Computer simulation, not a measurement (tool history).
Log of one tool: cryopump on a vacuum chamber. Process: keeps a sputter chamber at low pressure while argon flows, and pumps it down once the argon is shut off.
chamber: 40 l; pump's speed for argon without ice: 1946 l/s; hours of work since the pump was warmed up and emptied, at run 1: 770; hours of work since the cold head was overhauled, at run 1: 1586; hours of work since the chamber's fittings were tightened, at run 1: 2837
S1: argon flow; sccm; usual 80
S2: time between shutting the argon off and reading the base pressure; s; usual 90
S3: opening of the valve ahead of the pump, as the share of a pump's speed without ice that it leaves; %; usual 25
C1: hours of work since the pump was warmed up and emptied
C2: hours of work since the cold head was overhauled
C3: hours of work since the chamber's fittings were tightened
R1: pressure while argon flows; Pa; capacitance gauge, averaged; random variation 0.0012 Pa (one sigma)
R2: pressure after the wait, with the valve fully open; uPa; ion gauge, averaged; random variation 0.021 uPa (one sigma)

{"run": 1, "hour": 0.0, "S1": 80, "S2": 90, "S3": 25, "C1": 770, "C2": 1586, "C3": 2837, "R1": 0.3046, "R2": 1.18}
{"hour": 23.7, "done": "pump warmed up, emptied and cooled again"}
{"run": 2, "hour": 66.5, "S1": 80, "S2": 90, "S3": 25, "C1": 26, "C2": 1623, "C3": 2875, "R1": 0.2799, "R2": 1.04}
{"run": 3, "hour": 98.4, "S1": 80, "S2": 90, "S3": 25, "C1": 45, "C2": 1643, "C3": 2894, "R1": 0.279, "R2": 1.02}
{"run": 4, "hour": 129.5, "S1": 85, "S2": 90, "S3": 25, "C1": 64, "C2": 1662, "C3": 2913, "R1": 0.2984, "R2": 1.02}
{"run": 5, "hour": 162.9, "S1": 85, "S2": 90, "S3": 25, "C1": 85, "C2": 1682, "C3": 2933, "R1": 0.3005, "R2": 1.01}
{"run": 6, "hour": 233.1, "S1": 80, "S2": 90, "S3": 25, "C1": 128, "C2": 1725, "C3": 2976, "R1": 0.2847, "R2": 0.97}
{"run": 7, "hour": 268.2, "S1": 80, "S2": 90, "S3": 25, "C1": 149, "C2": 1746, "C3": 2997, "R1": 0.2826, "R2": 1.05}
{"run": 8, "hour": 313.1, "S1": 35, "S2": 90, "S3": 25, "C1": 176, "C2": 1773, "C3": 3025, "R1": 0.1245, "R2": 1.1}
{"run": 9, "hour": 388.4, "S1": 80, "S2": 90, "S3": 25, "C1": 222, "C2": 1819, "C3": 3071, "R1": 0.2856, "R2": 1.05}
{"run": 10, "hour": 457.9, "S1": 33, "S2": 90, "S3": 25, "C1": 264, "C2": 1862, "C3": 3113, "R1": 0.1178, "R2": 1.09}
{"run": 11, "hour": 526.0, "S1": 80, "S2": 90, "S3": 25, "C1": 306, "C2": 1903, "C3": 3154, "R1": 0.289, "R2": 1.13}
{"run": 12, "hour": 595.3, "S1": 80, "S2": 90, "S3": 25, "C1": 348, "C2": 1945, "C3": 3197, "R1": 0.2869, "R2": 1.19}
{"run": 13, "hour": 642.0, "S1": 80, "S2": 90, "S3": 25, "C1": 376, "C2": 1974, "C3": 3225, "R1": 0.2863, "R2": 1.17}
{"run": 14, "hour": 682.5, "S1": 80, "S2": 90, "S3": 25, "C1": 401, "C2": 1998, "C3": 3250, "R1": 0.2902, "R2": 1.19}
{"run": 15, "hour": 730.9, "S1": 80, "S2": 90, "S3": 25, "C1": 431, "C2": 2028, "C3": 3279, "R1": 0.2905, "R2": 1.22}
{"run": 16, "hour": 800.4, "S1": 80, "S2": 90, "S3": 25, "C1": 473, "C2": 2070, "C3": 3322, "R1": 0.2936, "R2": 1.28}
{"run": 17, "hour": 867.6, "S1": 80, "S2": 90, "S3": 25, "C1": 514, "C2": 2111, "C3": 3362, "R1": 0.2925, "R2": 1.24}
{"run": 18, "hour": 914.3, "S1": 61, "S2": 60, "S3": 20, "C1": 542, "C2": 2139, "C3": 3391, "R1": 0.2773, "R2": 1.38}
{"run": 19, "hour": 982.9, "S1": 61, "S2": 60, "S3": 20, "C1": 584, "C2": 2181, "C3": 3433, "R1": 0.2789, "R2": 1.4}
{"run": 20, "hour": 1041.5, "S1": 75, "S2": 262, "S3": 35, "C1": 620, "C2": 2217, "C3": 3468, "R1": 0.2046, "R2": 1.11}
{"run": 21, "hour": 1104.4, "S1": 75, "S2": 262, "S3": 35, "C1": 658, "C2": 2255, "C3": 3507, "R1": 0.2055, "R2": 1.15}
{"run": 22, "hour": 1150.1, "S1": 102, "S2": 123, "S3": 31, "C1": 686, "C2": 2283, "C3": 3534, "R1": 0.3124, "R2": 1.3}
{"run": 23, "hour": 1224.7, "S1": 80, "S2": 29, "S3": 25, "C1": 731, "C2": 2328, "C3": 3580, "R1": 0.3007, "R2": 1.99}
{"run": 24, "hour": 1289.1, "S1": 80, "S2": 29, "S3": 25, "C1": 771, "C2": 2368, "C3": 3619, "R1": 0.3049, "R2": 2.0}
{"hour": 1311.6, "done": "pump warmed up, emptied and cooled again"}
{"run": 25, "hour": 1367.3, "S1": 80, "S2": 188, "S3": 50, "C1": 34, "C2": 2412, "C3": 3664, "R1": 0.1408, "R2": 0.99}
{"run": 26, "hour": 1403.6, "S1": 80, "S2": 38, "S3": 40, "C1": 56, "C2": 2434, "C3": 3686, "R1": 0.1756, "R2": 1.51}
{"run": 27, "hour": 1459.0, "S1": 80, "S2": 45, "S3": 16, "C1": 90, "C2": 2468, "C3": 3719, "R1": 0.4396, "R2": 1.48}
{"run": 28, "hour": 1496.5, "S1": 123, "S2": 90, "S3": 25, "C1": 113, "C2": 2491, "C3": 3742, "R1": 0.4333, "R2": 1.2}
{"run": 29, "hour": 1538.7, "S1": 68, "S2": 29, "S3": 45, "C1": 138, "C2": 2517, "C3": 3768, "R1": 0.1342, "R2": 1.8}
{"run": 30, "hour": 1579.7, "S1": 151, "S2": 45, "S3": 39, "C1": 163, "C2": 2542, "C3": 3793, "R1": 0.3452, "R2": 1.49}
{"run": 31, "hour": 1637.6, "S1": 151, "S2": 45, "S3": 39, "C1": 198, "C2": 2577, "C3": 3828, "R1": 0.3457, "R2": 1.48}
{"run": 32, "hour": 1680.5, "S1": 151, "S2": 45, "S3": 39, "C1": 225, "C2": 2603, "C3": 3854, "R1": 0.352, "R2": 1.48}
{"run": 33, "hour": 1716.8, "S1": 151, "S2": 45, "S3": 39, "C1": 247, "C2": 2625, "C3": 3877, "R1": 0.3537, "R2": 1.58}
{"run": 34, "hour": 1775.5, "S1": 80, "S2": 21, "S3": 25, "C1": 282, "C2": 2661, "C3": 3912, "R1": 0.2867, "R2": 2.23}

Measured less the same run without the tool's hidden state. The same run-to-run variation is in both; the gauge's scatter may not be:
The hidden state here: pump's speed, % of a pump's without ice; cold plate's temperature, K; leak into the chamber, uPa l/s; drift of the gauge itself on working_pa, %; drift of the gauge itself on base_upa, %.
run=1 R1=+0.0259 R2=+0.76
run=2 R1=+0.0019 R2=+0.57
run=3 R1=+0.0023 R2=+0.57
run=4 R1=+0.0030 R2=+0.57
run=5 R1=+0.0036 R2=+0.58
run=6 R1=+0.0044 R2=+0.59
run=7 R1=+0.0050 R2=+0.61
run=8 R1=+0.0025 R2=+0.64
run=9 R1=+0.0069 R2=+0.64
run=10 R1=+0.0033 R2=+0.66
run=11 R1=+0.0095 R2=+0.68
run=12 R1=+0.0106 R2=+0.72
run=13 R1=+0.0114 R2=+0.74
run=14 R1=+0.0123 R2=+0.75
run=15 R1=+0.0131 R2=+0.77
run=16 R1=+0.0146 R2=+0.80
run=17 R1=+0.0159 R2=+0.80
run=18 R1=+0.0129 R2=+0.81
run=19 R1=+0.0141 R2=+0.85
run=20 R1=+0.0185 R2=+0.86
run=21 R1=+0.0197 R2=+0.91
run=22 R1=+0.0283 R2=+0.92
run=23 R1=+0.0239 R2=+0.95
run=24 R1=+0.0258 R2=+0.98
run=25 R1=+0.0022 R2=+0.69
run=26 R1=+0.0027 R2=+0.72
run=27 R1=+0.0035 R2=+0.75
run=28 R1=+0.0064 R2=+0.76
run=29 R1=+0.0040 R2=+0.77
run=30 R1=+0.0102 R2=+0.77
run=31 R1=+0.0119 R2=+0.79
run=32 R1=+0.0135 R2=+0.80
run=33 R1=+0.0146 R2=+0.83
run=34 R1=+0.0087 R2=+0.86
